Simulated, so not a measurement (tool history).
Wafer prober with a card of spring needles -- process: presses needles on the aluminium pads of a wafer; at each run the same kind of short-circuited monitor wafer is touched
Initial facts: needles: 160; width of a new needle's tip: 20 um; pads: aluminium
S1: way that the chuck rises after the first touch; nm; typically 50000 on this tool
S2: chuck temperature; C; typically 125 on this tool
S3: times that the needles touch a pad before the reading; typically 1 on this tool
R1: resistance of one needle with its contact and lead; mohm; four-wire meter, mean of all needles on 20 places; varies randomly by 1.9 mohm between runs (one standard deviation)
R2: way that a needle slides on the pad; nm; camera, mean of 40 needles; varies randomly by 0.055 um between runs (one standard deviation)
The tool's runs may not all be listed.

run	hour	S1	S2	S3	R1	R2
1	0.0	50000	125	1	201	12860
# hour 4.2: tips cleaned on abrasive film
# hour 9.3: tips cleaned on abrasive film
2	9.3	50000	125	1	201	12890
# hour 14.4: tips cleaned on abrasive film
# hour 20.0: tips cleaned on abrasive film
3	22.8	50000	125	1	199	12880
# hour 25.2: tips cleaned on abrasive film
# hour 30.4: tips cleaned on abrasive film
# hour 36.1: tips cleaned on abrasive film
4	36.8	50000	125	1	199	12840
# hour 41.8: tips cleaned on abrasive film
# hour 46.8: tips cleaned on abrasive film
5	50.9	50000	125	1	199	12780
# hour 52.2: tips cleaned on abrasive film
# hour 57.3: tips cleaned on abrasive film
# hour 62.8: tips cleaned on abrasive film
6	66.8	50000	125	1	200	12830
# hour 67.7: tips cleaned on abrasive film
# hour 73.3: tips cleaned on abrasive film
7	75.1	50000	125	1	195	12850
# hour 79.2: tips cleaned on abrasive film
# hour 84.5: tips cleaned on abrasive film
# hour 90.0: tips cleaned on abrasive film
8	90.6	50000	125	1	197	12800
# hour 95.3: tips cleaned on abrasive film
# hour 100.6: tips cleaned on abrasive film
9	102.0	50000	125	1	200	12810
# hour 106.2: tips cleaned on abrasive film
# hour 111.8: tips cleaned on abrasive film
10	114.8	50000	125	1	198	12750
# hour 116.7: tips cleaned on abrasive film
# hour 122.6: tips cleaned on abrasive film
# hour 128.0: tips cleaned on abrasive film
11	130.8	50000	125	1	198	12740
# hour 133.0: tips cleaned on abrasive film
# hour 138.0: tips cleaned on abrasive film
# hour 142.8: tips cleaned on abrasive film
12	142.8	50000	125	1	198	12750
# hour 148.3: tips cleaned on abrasive film
# hour 148.6: height of the first contact set anew
# hour 154.1: tips cleaned on abrasive film
13	155.3	50000	125	1	200	12760
# hour 159.3: tips cleaned on abrasive film
# hour 164.9: tips cleaned on abrasive film
14	167.5	50000	125	1	199	12550
# hour 169.8: tips cleaned on abrasive film
# hour 175.4: tips cleaned on abrasive film
15	176.0	50000	125	1	199	12680
# hour 180.3: tips cleaned on abrasive film
16	183.0	50000	119	1	195	12680
# hour 185.3: tips cleaned on abrasive film
# hour 191.1: tips cleaned on abrasive film
# hour 196.3: tips cleaned on abrasive film
17	196.5	36000	119	1	211	9150
# hour 202.2: tips cleaned on abrasive film
18	205.0	66000	125	1	192	16720
# hour 207.5: tips cleaned on abrasive film
# hour 212.8: tips cleaned on abrasive film
# hour 218.4: tips cleaned on abrasive film
19	219.1	39000	125	1	209	9820
# hour 223.9: tips cleaned on abrasive film
# hour 229.0: tips cleaned on abrasive film
# hour 233.9: tips cleaned on abrasive film
20	233.9	31000	42	1	200	7830
# hour 238.8: tips cleaned on abrasive film
# hour 243.7: tips cleaned on abrasive film
21	245.5	37000	29	1	188	9400
# hour 249.0: tips cleaned on abrasive film
# hour 254.1: tips cleaned on abrasive film
# hour 258.9: tips cleaned on abrasive film
22	260.0	37000	29	1	184	9330
# hour 264.7: tips cleaned on abrasive film
# hour 269.5: tips cleaned on abrasive film
23	271.3	37000	29	1	187	9330
# hour 274.7: tips cleaned on abrasive film
# hour 279.9: tips cleaned on abrasive film
24	283.1	37000	29	1	188	9350
# hour 285.3: tips cleaned on abrasive film
# hour 290.9: tips cleaned on abrasive film
# hour 295.7: tips cleaned on abrasive film
25	298.8	69000	83	1	178	17290
# hour 300.7: tips cleaned on abrasive film
# hour 305.8: tips cleaned on abrasive film
26	305.8	69000	83	1	180	17420
# hour 311.6: tips cleaned on abrasive film
# hour 313.6: height of the first contact set anew
# hour 317.7: tips cleaned on abrasive film
27	318.2	50000	66	1	182	12460
# hour 322.5: tips cleaned on abrasive film
# hour 326.4: gauge calibrated
# hour 327.4: tips cleaned on abrasive film
28	327.7	50000	66	1	186	12860
# hour 332.8: tips cleaned on abrasive film
# hour 338.8: tips cleaned on abrasive film
29	338.8	50000	66	1	185	12810

Each row is a separate what-if for the run after 29, all from the same tool condition, not one after another. Results?
# hour 344.1: tips cleaned on abrasive film
# hour 349.0: tips cleaned on abrasive film
A	349.1	54000	28	1	?	?
# hour 344.1: tips cleaned on abrasive film
# hour 349.0: tips cleaned on abrasive film
B	349.1	50000	125	1	?	?
# hour 344.1: tips cleaned on abrasive film
# hour 349.0: tips cleaned on abrasive film
C	349.1	68000	37	2	?	?
# hour 344.1: tips cleaned on abrasive film
# hour 349.0: tips cleaned on abrasive film
D	349.1	69000	86	2	?	?

run	R1	R2
A	175	13880
B	198	12870
C	171	17350
D	180	17780
Without the tool's unlogged condition, the same runs would have read:
run	R1	R2
A	175	13910
B	198	12890
C	171	17380
D	180	17810
